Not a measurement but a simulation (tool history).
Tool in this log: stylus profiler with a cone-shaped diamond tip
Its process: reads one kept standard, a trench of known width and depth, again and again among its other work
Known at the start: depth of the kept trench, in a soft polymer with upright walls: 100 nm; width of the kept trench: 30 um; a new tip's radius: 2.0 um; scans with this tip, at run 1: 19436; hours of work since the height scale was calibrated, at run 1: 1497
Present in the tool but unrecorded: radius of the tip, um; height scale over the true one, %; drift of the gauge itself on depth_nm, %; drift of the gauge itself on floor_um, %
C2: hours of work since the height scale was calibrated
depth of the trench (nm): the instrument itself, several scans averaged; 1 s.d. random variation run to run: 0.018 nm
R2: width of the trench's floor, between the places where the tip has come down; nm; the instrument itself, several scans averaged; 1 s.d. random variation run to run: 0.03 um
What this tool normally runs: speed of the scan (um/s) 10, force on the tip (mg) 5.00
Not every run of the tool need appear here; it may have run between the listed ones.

{"run": 1, "hour": 0.0, "speed of the scan (um/s)": 10, "force on the tip (mg)": 5.0, "scans with this tip": 19436, "C2": 1497, "depth of the trench (nm)": 102.2, "R2": 27930}
{"run": 2, "hour": 58.0, "speed of the scan (um/s)": 10, "force on the tip (mg)": 5.0, "scans with this tip": 19791, "C2": 1525, "depth of the trench (nm)": 102.22, "R2": 27940}
{"run": 3, "hour": 130.0, "speed of the scan (um/s)": 10, "force on the tip (mg)": 8.75, "scans with this tip": 20233, "C2": 1559, "depth of the trench (nm)": 103.15, "R2": 27900}
{"run": 4, "hour": 188.8, "speed of the scan (um/s)": 10, "force on the tip (mg)": 8.75, "scans with this tip": 20593, "C2": 1587, "depth of the trench (nm)": 103.15, "R2": 27940}
{"run": 5, "hour": 264.2, "speed of the scan (um/s)": 10, "force on the tip (mg)": 6.62, "scans with this tip": 21055, "C2": 1622, "depth of the trench (nm)": 102.62, "R2": 27910}
{"run": 6, "hour": 343.6, "speed of the scan (um/s)": 10, "force on the tip (mg)": 6.62, "scans with this tip": 21542, "C2": 1660, "depth of the trench (nm)": 102.67, "R2": 27900}
{"run": 7, "hour": 398.3, "speed of the scan (um/s)": 10, "force on the tip (mg)": 5.0, "scans with this tip": 21878, "C2": 1686, "depth of the trench (nm)": 102.21, "R2": 27840}
{"run": 8, "hour": 491.4, "speed of the scan (um/s)": 10, "force on the tip (mg)": 5.0, "scans with this tip": 22448, "C2": 1730, "depth of the trench (nm)": 102.23, "R2": 27810}
{"run": 9, "hour": 545.8, "speed of the scan (um/s)": 27, "force on the tip (mg)": 5.0, "scans with this tip": 22782, "C2": 1755, "depth of the trench (nm)": 102.26, "R2": 27730}
{"run": 10, "hour": 607.9, "speed of the scan (um/s)": 6, "force on the tip (mg)": 5.0, "scans with this tip": 23162, "C2": 1785, "depth of the trench (nm)": 102.27, "R2": 27830}
{"hour": 626.4, "done": "new tip fitted, height scale calibrated"}
{"run": 11, "hour": 682.6, "speed of the scan (um/s)": 6, "force on the tip (mg)": 5.0, "scans with this tip": 344, "C2": 27, "depth of the trench (nm)": 101.96, "R2": 28690}
{"run": 12, "hour": 755.8, "speed of the scan (um/s)": 3, "force on the tip (mg)": 5.0, "scans with this tip": 793, "C2": 61, "depth of the trench (nm)": 101.99, "R2": 28750}
{"run": 13, "hour": 823.9, "speed of the scan (um/s)": 3, "force on the tip (mg)": 5.0, "scans with this tip": 1211, "C2": 93, "depth of the trench (nm)": 101.98, "R2": 28660}
{"run": 14, "hour": 875.9, "speed of the scan (um/s)": 3, "force on the tip (mg)": 5.0, "scans with this tip": 1529, "C2": 118, "depth of the trench (nm)": 101.98, "R2": 28640}
{"run": 15, "hour": 958.0, "speed of the scan (um/s)": 10, "force on the tip (mg)": 5.0, "scans with this tip": 2032, "C2": 157, "depth of the trench (nm)": 102.03, "R2": 28600}
{"run": 16, "hour": 1035.6, "speed of the scan (um/s)": 10, "force on the tip (mg)": 5.0, "scans with this tip": 2508, "C2": 193, "depth of the trench (nm)": 101.98, "R2": 28560}
{"run": 17, "hour": 1111.3, "speed of the scan (um/s)": 10, "force on the tip (mg)": 5.0, "scans with this tip": 2972, "C2": 229, "depth of the trench (nm)": 102.01, "R2": 28570}
{"run": 18, "hour": 1162.3, "speed of the scan (um/s)": 10, "force on the tip (mg)": 5.0, "scans with this tip": 3286, "C2": 253, "depth of the trench (nm)": 102.0, "R2": 28540}
{"run": 19, "hour": 1259.7, "speed of the scan (um/s)": 10, "force on the tip (mg)": 2.08, "scans with this tip": 3882, "C2": 299, "depth of the trench (nm)": 101.13, "R2": 28480}
{"run": 20, "hour": 1330.7, "speed of the scan (um/s)": 10, "force on the tip (mg)": 2.08, "scans with this tip": 4318, "C2": 333, "depth of the trench (nm)": 101.14, "R2": 28480}
{"run": 21, "hour": 1415.8, "speed of the scan (um/s)": 10, "force on the tip (mg)": 2.08, "scans with this tip": 4840, "C2": 373, "depth of the trench (nm)": 101.12, "R2": 28440}
{"run": 22, "hour": 1511.2, "speed of the scan (um/s)": 10, "force on the tip (mg)": 11.77, "scans with this tip": 5424, "C2": 418, "depth of the trench (nm)": 103.58, "R2": 28440}
{"run": 23, "hour": 1579.1, "speed of the scan (um/s)": 10, "force on the tip (mg)": 11.77, "scans with this tip": 5840, "C2": 450, "depth of the trench (nm)": 103.62, "R2": 28440}
{"run": 24, "hour": 1673.1, "speed of the scan (um/s)": 39, "force on the tip (mg)": 5.2, "scans with this tip": 6417, "C2": 494, "depth of the trench (nm)": 102.12, "R2": 28330}
{"run": 25, "hour": 1735.0, "speed of the scan (um/s)": 3, "force on the tip (mg)": 5.17, "scans with this tip": 6796, "C2": 524, "depth of the trench (nm)": 102.1, "R2": 28480}
{"run": 26, "hour": 1824.2, "speed of the scan (um/s)": 10, "force on the tip (mg)": 5.01, "scans with this tip": 7343, "C2": 566, "depth of the trench (nm)": 102.05, "R2": 28410}
{"run": 27, "hour": 1879.6, "speed of the scan (um/s)": 32, "force on the tip (mg)": 2.83, "scans with this tip": 7683, "C2": 592, "depth of the trench (nm)": 101.4, "R2": 28220}
{"run": 28, "hour": 1935.9, "speed of the scan (um/s)": 32, "force on the tip (mg)": 2.83, "scans with this tip": 8028, "C2": 619, "depth of the trench (nm)": 101.44, "R2": 28160}
{"run": 29, "hour": 2008.6, "speed of the scan (um/s)": 8, "force on the tip (mg)": 1.98, "scans with this tip": 8474, "C2": 653, "depth of the trench (nm)": 101.15, "R2": 28340}
{"run": 30, "hour": 2051.9, "speed of the scan (um/s)": 3, "force on the tip (mg)": 5.0, "scans with this tip": 8739, "C2": 673, "depth of the trench (nm)": 102.06, "R2": 28330}
{"run": 31, "hour": 2122.7, "speed of the scan (um/s)": 3, "force on the tip (mg)": 6.66, "scans with this tip": 9173, "C2": 707, "depth of the trench (nm)": 102.52, "R2": 28340}

What does the tool deliver on the next run?
{"run": 32, "hour": 2201.7, "speed of the scan (um/s)": 20, "force on the tip (mg)": 2.97, "scans with this tip": 9658, "C2": 744, "depth of the trench (nm)": "?", "R2": "?"}

depth of the trench (nm): 101.52
R2: 28160 nm
Minus the tool's unlogged condition, the same run would have read depth of the trench (nm) 101.46, R2 28600 nm.
